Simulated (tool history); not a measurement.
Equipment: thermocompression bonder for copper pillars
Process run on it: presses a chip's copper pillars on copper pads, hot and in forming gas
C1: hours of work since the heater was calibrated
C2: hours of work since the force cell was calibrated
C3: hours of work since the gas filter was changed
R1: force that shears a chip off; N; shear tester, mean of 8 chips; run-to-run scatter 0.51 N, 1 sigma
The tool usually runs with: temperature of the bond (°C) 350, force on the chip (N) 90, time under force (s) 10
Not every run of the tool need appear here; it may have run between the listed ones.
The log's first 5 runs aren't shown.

{"run": 6, "hour": 51.1, "temperature of the bond (°C)": 350, "force on the chip (N)": 66, "time under force (s)": 10, "C1": 707, "C2": 223, "C3": 133, "R1": 76.0}
{"run": 7, "hour": 58.4, "temperature of the bond (°C)": 350, "force on the chip (N)": 90, "time under force (s)": 10, "C1": 712, "C2": 228, "C3": 138, "R1": 90.0}
{"run": 8, "hour": 65.0, "temperature of the bond (°C)": 350, "force on the chip (N)": 90, "time under force (s)": 10, "C1": 716, "C2": 232, "C3": 142, "R1": 89.8}
{"run": 9, "hour": 77.2, "temperature of the bond (°C)": 350, "force on the chip (N)": 116, "time under force (s)": 10, "C1": 724, "C2": 240, "C3": 150, "R1": 100.8}
{"run": 10, "hour": 85.2, "temperature of the bond (°C)": 350, "force on the chip (N)": 90, "time under force (s)": 10, "C1": 730, "C2": 246, "C3": 155, "R1": 89.9}
{"run": 11, "hour": 92.6, "temperature of the bond (°C)": 350, "force on the chip (N)": 90, "time under force (s)": 10, "C1": 735, "C2": 251, "C3": 160, "R1": 89.0}
{"run": 12, "hour": 97.7, "temperature of the bond (°C)": 353, "force on the chip (N)": 90, "time under force (s)": 10, "C1": 738, "C2": 254, "C3": 164, "R1": 92.5}
{"run": 13, "hour": 103.8, "temperature of the bond (°C)": 350, "force on the chip (N)": 90, "time under force (s)": 10, "C1": 742, "C2": 258, "C3": 168, "R1": 90.3}
{"run": 14, "hour": 109.4, "temperature of the bond (°C)": 350, "force on the chip (N)": 90, "time under force (s)": 10, "C1": 746, "C2": 262, "C3": 172, "R1": 90.1}
{"run": 15, "hour": 114.9, "temperature of the bond (°C)": 350, "force on the chip (N)": 90, "time under force (s)": 10, "C1": 749, "C2": 265, "C3": 175, "R1": 90.2}
{"hour": 118.0, "done": "forming gas filter changed"}
{"run": 16, "hour": 124.6, "temperature of the bond (°C)": 350, "force on the chip (N)": 90, "time under force (s)": 10, "C1": 756, "C2": 272, "C3": 4, "R1": 90.4}
{"run": 17, "hour": 134.3, "temperature of the bond (°C)": 350, "force on the chip (N)": 90, "time under force (s)": 10, "C1": 762, "C2": 278, "C3": 11, "R1": 91.4}
{"run": 18, "hour": 146.9, "temperature of the bond (°C)": 350, "force on the chip (N)": 90, "time under force (s)": 10, "C1": 770, "C2": 286, "C3": 19, "R1": 91.1}
{"run": 19, "hour": 158.3, "temperature of the bond (°C)": 350, "force on the chip (N)": 90, "time under force (s)": 10, "C1": 778, "C2": 294, "C3": 27, "R1": 91.2}
{"run": 20, "hour": 169.6, "temperature of the bond (°C)": 350, "force on the chip (N)": 90, "time under force (s)": 22, "C1": 785, "C2": 301, "C3": 34, "R1": 114.0}
{"run": 21, "hour": 176.7, "temperature of the bond (°C)": 350, "force on the chip (N)": 90, "time under force (s)": 22, "C1": 790, "C2": 306, "C3": 39, "R1": 112.8}

What will run 22 give?
{"run": 22, "hour": 188.2, "temperature of the bond (°C)": 356, "force on the chip (N)": 90, "time under force (s)": 20, "C1": 798, "C2": 314, "C3": 47, "R1": "?"}

{"run 22": {"R1": 114.8}}
Were there no unlogged condition in the tool, this run, its random variation unchanged, would have produced R1 112.8 N.

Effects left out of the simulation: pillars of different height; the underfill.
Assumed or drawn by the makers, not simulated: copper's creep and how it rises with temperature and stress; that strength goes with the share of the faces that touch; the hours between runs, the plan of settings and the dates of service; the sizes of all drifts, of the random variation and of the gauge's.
